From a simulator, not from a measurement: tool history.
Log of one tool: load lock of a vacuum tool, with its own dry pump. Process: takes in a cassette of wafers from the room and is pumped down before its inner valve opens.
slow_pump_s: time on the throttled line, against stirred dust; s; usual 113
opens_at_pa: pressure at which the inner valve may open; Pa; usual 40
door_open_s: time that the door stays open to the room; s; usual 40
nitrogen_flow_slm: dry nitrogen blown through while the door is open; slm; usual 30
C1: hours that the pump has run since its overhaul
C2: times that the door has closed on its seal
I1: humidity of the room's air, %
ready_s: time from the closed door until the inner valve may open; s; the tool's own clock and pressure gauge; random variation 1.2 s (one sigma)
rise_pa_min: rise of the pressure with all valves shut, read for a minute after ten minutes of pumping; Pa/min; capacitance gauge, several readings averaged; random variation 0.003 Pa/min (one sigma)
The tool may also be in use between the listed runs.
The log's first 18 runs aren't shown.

run 19 hour=5850.2 | slow_pump_s=171 opens_at_pa=38 door_open_s=109 nitrogen_flow_slm=10 | C1=9499 C2=9127 | I1=44.1 | ready_s=241.9 rise_pa_min=0.053
run 20 hour=6147.9 | slow_pump_s=214 opens_at_pa=49 door_open_s=91 nitrogen_flow_slm=18 | C1=9796 C2=10160 | I1=48.5 | ready_s=272.8 rise_pa_min=0.046
run 21 hour=6343.9 | slow_pump_s=113 opens_at_pa=40 door_open_s=40 nitrogen_flow_slm=5 | C1=9992 C2=10841 | I1=46.2 | ready_s=192.6 rise_pa_min=0.044
run 22 hour=6636.4 | slow_pump_s=110 opens_at_pa=40 door_open_s=40 nitrogen_flow_slm=43 | C1=10285 C2=11857 | I1=45.3 | ready_s=189.6 rise_pa_min=0.016
run 23 hour=6922.5 | slow_pump_s=113 opens_at_pa=68 door_open_s=40 nitrogen_flow_slm=18 | C1=10571 C2=12850 | I1=41.4 | ready_s=185.9 rise_pa_min=0.027
run 24 hour=7264.4 | slow_pump_s=71 opens_at_pa=68 door_open_s=143 nitrogen_flow_slm=42 | C1=10913 C2=14037 | I1=43.3 | ready_s=149.5 rise_pa_min=0.035
run 25 hour=7481.2 | slow_pump_s=56 opens_at_pa=40 door_open_s=40 nitrogen_flow_slm=9 | C1=11130 C2=14790 | I1=44.6 | ready_s=145.5 rise_pa_min=0.033
run 26 hour=7924.8 | slow_pump_s=113 opens_at_pa=30 door_open_s=40 nitrogen_flow_slm=14 | C1=11573 C2=16330 | I1=44.0 | ready_s=196.4 rise_pa_min=0.030
run 27 hour=8288.6 | slow_pump_s=113 opens_at_pa=33 door_open_s=171 nitrogen_flow_slm=30 | C1=11937 C2=17593 | I1=45.6 | ready_s=193.6 rise_pa_min=0.051
run 28 hour=8720.6 | slow_pump_s=113 opens_at_pa=39 door_open_s=182 nitrogen_flow_slm=24 | C1=12369 C2=19093 | I1=45.6 | ready_s=191.5 rise_pa_min=0.059
run 29 hour=9162.0 | slow_pump_s=113 opens_at_pa=39 door_open_s=182 nitrogen_flow_slm=24 | C1=12810 C2=20626 | I1=44.6 | ready_s=192.0 rise_pa_min=0.055
run 30 hour=9621.5 | slow_pump_s=202 opens_at_pa=39 door_open_s=147 nitrogen_flow_slm=24 | C1=13270 C2=22222 | I1=47.3 | ready_s=267.1 rise_pa_min=0.054
run 31 hour=9998.7 | slow_pump_s=113 opens_at_pa=62 door_open_s=40 nitrogen_flow_slm=42 | C1=13647 C2=23531 | I1=47.6 | ready_s=186.5 rise_pa_min=0.020
run 32 hour=10453.3 | slow_pump_s=113 opens_at_pa=62 door_open_s=40 nitrogen_flow_slm=42 | C1=14102 C2=25110 | I1=39.7 | ready_s=188.3 rise_pa_min=0.013
run 33 hour=10860.5 | slow_pump_s=113 opens_at_pa=62 door_open_s=40 nitrogen_flow_slm=42 | C1=14509 C2=26524 | I1=46.9 | ready_s=187.8 rise_pa_min=0.023
run 34 hour=11151.0 | slow_pump_s=112 opens_at_pa=32 door_open_s=53 nitrogen_flow_slm=7 | C1=14799 C2=27532 | I1=47.5 | ready_s=193.8 rise_pa_min=0.045
run 35 hour=11611.1 | slow_pump_s=119 opens_at_pa=32 door_open_s=53 nitrogen_flow_slm=17 | C1=15260 C2=29130 | I1=45.4 | ready_s=200.9 rise_pa_min=0.032
run 36 hour=12003.8 | slow_pump_s=132 opens_at_pa=65 door_open_s=93 nitrogen_flow_slm=30 | C1=15652 C2=30493 | I1=44.4 | ready_s=202.8 rise_pa_min=0.035

3 ways to go on from here, each from the tool as it stands after run 36. What would each give?
run A hour=12253.4 | slow_pump_s=113 opens_at_pa=40 door_open_s=40 nitrogen_flow_slm=14 | C1=15902 C2=31360 | I1=44.8 | ready_s=? rise_pa_min=?
run B hour=12253.4 | slow_pump_s=113 opens_at_pa=44 door_open_s=117 nitrogen_flow_slm=24 | C1=15902 C2=31360 | I1=42.8 | ready_s=? rise_pa_min=?
run C hour=12253.4 | slow_pump_s=113 opens_at_pa=73 door_open_s=40 nitrogen_flow_slm=33 | C1=15902 C2=31360 | I1=43.7 | ready_s=? rise_pa_min=?

run=A ready_s=192.9 rise_pa_min=0.032
run=B ready_s=190.8 rise_pa_min=0.042
run=C ready_s=186.1 rise_pa_min=0.019
Without the tool's hidden state the same runs would have given:
run=A ready_s=192.8 rise_pa_min=0.031
run=B ready_s=190.6 rise_pa_min=0.041
run=C ready_s=186.0 rise_pa_min=0.018
